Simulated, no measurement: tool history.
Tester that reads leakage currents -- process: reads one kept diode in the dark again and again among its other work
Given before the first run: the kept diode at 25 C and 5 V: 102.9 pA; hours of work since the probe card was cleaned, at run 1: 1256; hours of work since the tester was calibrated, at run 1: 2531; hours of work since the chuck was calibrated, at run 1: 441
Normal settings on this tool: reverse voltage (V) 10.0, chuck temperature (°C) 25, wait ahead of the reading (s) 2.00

run   hour  reverse voltage (V)  chuck temperature (°C)  wait ahead of the reading (s)  hours of work since the probe card was cleaned  hours of work since the tester was calibrated  hours of work since the chuck was calibrated  current that the tester gives (pA)
  1    0.0                 10.0                      25                           2.00                                            1256                                           2531                                           441                              167.10
  2  110.1                 10.0                      51                           2.00                                            1339                                           2614                                           523                             1513.06
  3  200.5                 10.0                      25                           2.00                                            1407                                           2682                                           591                              170.51
  4  254.8                  3.7                      25                           2.00                                            1447                                           2723                                           632                               98.29
  5  365.4                  3.7                      25                           2.00                                            1531                                           2806                                           715                               99.90
  6  413.2                  3.7                      25                           2.00                                            1567                                           2842                                           751                               99.69
     421.1  -- probe card cleaned and baked
  7  476.0                  3.7                      40                           6.62                                              41                                           2887                                           796                              371.82
  8  576.5                 12.6                      29                           0.47                                             117                                           2962                                           872                              300.41

Run 9 is up next; what results do you expect?
     592.0  -- probe card cleaned and baked, once more
  9  678.6                  4.7                      24                           0.50                                              65                                           3037                                           946                                   ?

Run 9 produced current that the tester gives (pA) 99.28.
Were there no unlogged condition in the tool, this run, its random variation unchanged, would have produced current that the tester gives (pA) 93.37.

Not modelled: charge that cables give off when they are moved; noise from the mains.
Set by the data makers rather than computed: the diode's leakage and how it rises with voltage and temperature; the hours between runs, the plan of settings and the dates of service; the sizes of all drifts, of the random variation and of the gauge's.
